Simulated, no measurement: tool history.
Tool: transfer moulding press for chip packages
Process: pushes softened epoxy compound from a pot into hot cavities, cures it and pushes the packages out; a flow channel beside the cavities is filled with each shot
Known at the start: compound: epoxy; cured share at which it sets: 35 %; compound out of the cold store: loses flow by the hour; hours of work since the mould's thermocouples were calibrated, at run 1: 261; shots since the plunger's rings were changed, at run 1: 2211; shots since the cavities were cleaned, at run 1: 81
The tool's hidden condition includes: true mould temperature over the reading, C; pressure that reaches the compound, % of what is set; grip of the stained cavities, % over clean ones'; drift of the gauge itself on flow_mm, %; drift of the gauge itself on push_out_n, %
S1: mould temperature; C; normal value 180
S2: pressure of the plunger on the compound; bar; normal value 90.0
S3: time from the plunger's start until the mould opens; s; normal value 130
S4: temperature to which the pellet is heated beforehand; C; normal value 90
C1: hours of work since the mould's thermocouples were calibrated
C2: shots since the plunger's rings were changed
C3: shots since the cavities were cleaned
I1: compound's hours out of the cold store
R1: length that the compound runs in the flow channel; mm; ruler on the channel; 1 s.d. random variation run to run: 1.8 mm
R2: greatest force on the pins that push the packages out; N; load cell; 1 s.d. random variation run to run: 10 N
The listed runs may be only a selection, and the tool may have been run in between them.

run    hour   S1     S2   S3  S4   C1    C2   C3    I1   R1   R2
  1     0.0  180   90.0  130  90  261  2211   81  35.9  509  512
       36.8  -- cavities cleaned with cleaning compound and waxed
  2    60.5  180   90.0  130  90  302  2838  252  19.3  534  585
       81.1  -- cavities cleaned with cleaning compound and waxed
      107.1  -- plunger's sealing rings changed
  3   122.1  180   90.0  130  90  342   159  409  35.3  532  601
      129.3  -- cavities cleaned with cleaning compound and waxed
      172.3  -- cavities cleaned with cleaning compound and waxed
  4   187.8  180   90.0  130  90  385   825  164  28.8  537  539
      218.1  -- cavities cleaned with cleaning compound and waxed
  5   226.4  180   90.0  130  95  411  1218   88  13.7  555  546
      260.8  -- cavities cleaned with cleaning compound and waxed
  6   262.0  180   80.8  130  90  434  1581   14  33.9  494  520
  7   293.1  180   80.8  142  90  456  1911  344  34.3  487  558
      306.6  -- mould's thermocouples calibrated
      308.1  -- cavities cleaned with cleaning compound and waxed
  8   345.1  180   90.0  130  83   26  2426  393  22.4  533  603
      349.8  -- cavities cleaned with cleaning compound and waxed
  9   380.2  180   90.0  130  83   49  2782  322  39.9  500  590
      395.7  -- cavities cleaned with cleaning compound and waxed
 10   418.7  180   90.0  130  89   74  3175  244  24.5  526  563
      434.9  -- plunger's sealing rings changed
      441.3  -- cavities cleaned with cleaning compound and waxed
      462.8  -- mould's thermocouples calibrated, once more
      487.0  -- cavities cleaned with cleaning compound and waxed
 11   488.1  180   90.0  130  89   16   512   12  18.6  556  489
 12   521.1  180   90.0  130  89   39   862  362  19.8  552  576
      532.2  -- cavities cleaned with cleaning compound and waxed
      576.6  -- cavities cleaned with cleaning compound and waxed
 13   585.1  180   90.0  139  89   81  1510   91  37.1  515  497
      622.0  -- cavities cleaned with cleaning compound and waxed
 14   655.3  176   75.2  139  89  129  2238  352  44.8  465  615
      664.3  -- cavities cleaned with cleaning compound and waxed
      708.1  -- cavities cleaned with cleaning compound and waxed
 15   719.5  186   80.8  116  87  171  2888  121  31.1  476  497
      750.6  -- cavities cleaned with cleaning compound and waxed
      761.8  -- plunger's sealing rings changed
      797.6  -- cavities cleaned with cleaning compound and waxed
 16   798.7  186   80.8  116  87  222   376   12  11.1  531  457
 17   834.0  186   80.8  116  87  246   750  386  14.7  517  558
      839.4  -- cavities cleaned with cleaning compound and waxed
 18   873.9  186  109.1  122  96  272  1158  367  31.4  568  538
      882.0  -- cavities cleaned with cleaning compound and waxed
 19   920.6  180   90.0  151  95  304  1638  410  41.2  512  569
      926.3  -- cavities cleaned with cleaning compound and waxed
      973.2  -- cavities cleaned with cleaning compound and waxed
 20   983.1  181  100.9  135  90  345  2270  105   8.8  589  513
     1017.7  -- cavities cleaned with cleaning compound and waxed
 21  1042.2  181   77.1  130  90  384  2881  260  46.3  450  540
     1061.9  -- cavities cleaned with cleaning compound and waxed
     1087.3  -- plunger's sealing rings changed
 22  1090.4  187   90.0  130  84  415    33  276  42.1  508  514

Predict each of these 3 candidate next runs independently; none follows another, all start after run 22:
     1106.9  -- cavities cleaned with cleaning compound and waxed
  A  1138.1  173  88.2  124  84  447  524  332  14.7   ?   ?
     1106.9  -- cavities cleaned with cleaning compound and waxed
  B  1138.1  187  90.0  115  87  447  524  332  27.0   ?   ?
     1106.9  -- cavities cleaned with cleaning compound and waxed
  C  1138.1  187  90.0  130  90  447  524  332  29.9   ?   ?

run   R1    R2
  A  579  1019
  B  525   536
  C  522   537
With the hidden condition removed and each run's random variation left untouched, the same runs would have given:
run   R1   R2
  A  580  764
  B  528  432
  C  525  437
